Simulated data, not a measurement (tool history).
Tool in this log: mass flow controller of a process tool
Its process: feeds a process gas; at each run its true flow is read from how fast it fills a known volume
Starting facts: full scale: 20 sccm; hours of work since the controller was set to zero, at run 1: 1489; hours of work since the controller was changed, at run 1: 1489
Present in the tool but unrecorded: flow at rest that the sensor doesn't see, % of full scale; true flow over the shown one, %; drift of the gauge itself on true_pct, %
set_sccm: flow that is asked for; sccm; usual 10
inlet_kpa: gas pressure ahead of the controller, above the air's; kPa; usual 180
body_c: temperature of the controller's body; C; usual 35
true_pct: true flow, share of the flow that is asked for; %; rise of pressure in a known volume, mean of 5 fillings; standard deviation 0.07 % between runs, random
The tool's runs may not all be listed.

run,day,set_sccm,inlet_kpa,body_c,hours of work since the controller was set to zero,hours of work since the controller was changed,true_pct
1,0.000,10,180,35,1489,1489,98.97
2,2.900,3,180,35,1523,1523,99.86
3,5.504,10,180,35,1553,1553,98.89
4,9.100,3,180,35,1594,1594,99.92
5,12.508,3,180,35,1634,1634,99.92
6,15.408,10,180,35,1667,1667,98.98
7,18.046,10,180,35,1698,1698,99.15
8,19.612,10,180,33,1716,1716,99.29
9,23.200,10,180,33,1758,1758,99.10
10,25.946,2,183,28,1789,1789,101.40
11,28.408,2,183,28,1818,1818,101.43
12,30.567,2,183,28,1843,1843,101.61
13,34.317,3,183,32,1886,1886,100.27
14,37.996,2,178,32,1929,1929,101.40
15,40.383,7,180,35,1957,1957,99.21

Below, some changes in true_pct between adjacent runs. For each, the amount present without the hidden state too (settings, incoming material, random variation) and the amount remaining for the hidden state with gauge scatter not shared by both compared results:
Run 9 -> 10: set_sccm 10 -> 2, inlet_kpa 180 -> 183, body_c 33 -> 28. true_pct +2.30 %: hidden state +2.44, all else -0.14.
